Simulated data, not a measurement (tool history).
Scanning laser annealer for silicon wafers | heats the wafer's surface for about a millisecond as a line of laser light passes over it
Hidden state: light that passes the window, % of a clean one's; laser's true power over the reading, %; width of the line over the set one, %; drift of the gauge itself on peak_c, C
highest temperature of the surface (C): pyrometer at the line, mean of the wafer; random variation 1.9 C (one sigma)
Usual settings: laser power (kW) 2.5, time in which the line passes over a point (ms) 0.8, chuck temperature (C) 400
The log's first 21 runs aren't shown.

run     day  laser power (kW)  time in which the line passes over a point (ms)  chuck temperature (C)  hours of work since the window was cleaned  hours of work since the power meter was calibrated  hours of work since the optics were aligned  highest temperature of the surface (C)
     14.462  -- laser's power meter calibrated
 22    14.9             2.744                                              0.8                    394                                          73                                                   8                                           27                                    1220
 23  15.417             2.744                                             0.87                    410                                          83                                                  17                                           36                                    1273
 24  15.858               2.5                                              0.8                    365                                          91                                                  25                                           44                                    1107
 25  16.679               2.5                                            0.888                    374                                         106                                                  40                                           59                                    1157
 26  17.392               2.5                                            0.888                    374                                         119                                                  53                                           72                                    1157
 27  18.033               2.5                                            0.888                    374                                         130                                                  65                                           84                                    1154
 28  18.725               2.5                                            0.888                    374                                         143                                                  78                                           96                                    1155
     19.021  -- laser's power meter calibrated, once more
 29  19.404             2.542                                            0.905                    374                                         153                                                   7                                          106                                    1181
 30  20.033             2.665                                            0.905                    374                                         164                                                  18                                          118                                    1221
 31  20.767             2.665                                            0.905                    374                                         178                                                  32                                          131                                    1220
 32    21.4              2.41                                              0.8                    394                                         189                                                  43                                          143                                    1105
 33  22.208              2.41                                            0.679                    406                                         204                                                  58                                          157                                    1064
 34  22.988              2.27                                              0.8                    382                                         218                                                  72                                          171                                    1043
 35  23.475             2.505                                            0.867                    426                                         227                                                  81                                          180                                    1200
 36  24.433             2.505                                            0.867                    426                                         244                                                  98                                          198                                    1194
 37  25.238             2.502                                              0.8                    437                                         259                                                 113                                          212                                    1177
 38  26.183             2.669                                              0.8                    375                                         276                                                 130                                          230                                    1171
 39  26.617             2.531                                            0.632                    382                                         284                                                 138                                          237                                    1053
 40  27.058             2.336                                            0.823                    433                                         292                                                 146                                          245                                    1124

3 ways to go on from here, each from the tool as it stands after run 40. What would each give?
  A  27.617             2.336                                            0.597                    433                                         302                                                 156                                          256                                       ?
  B  27.617             2.336                                             0.72                    419                                         302                                                 156                                          256                                       ?
  C  27.617             2.336                                             0.96                    433                                         302                                                 156                                          256                                       ?

run  highest temperature of the surface (C)
  A                                    1024
  B                                    1067
  C                                    1173
Without the tool's hidden state the same runs would have given:
run  highest temperature of the surface (C)
  A                                    1035
  B                                    1079
  C                                    1186
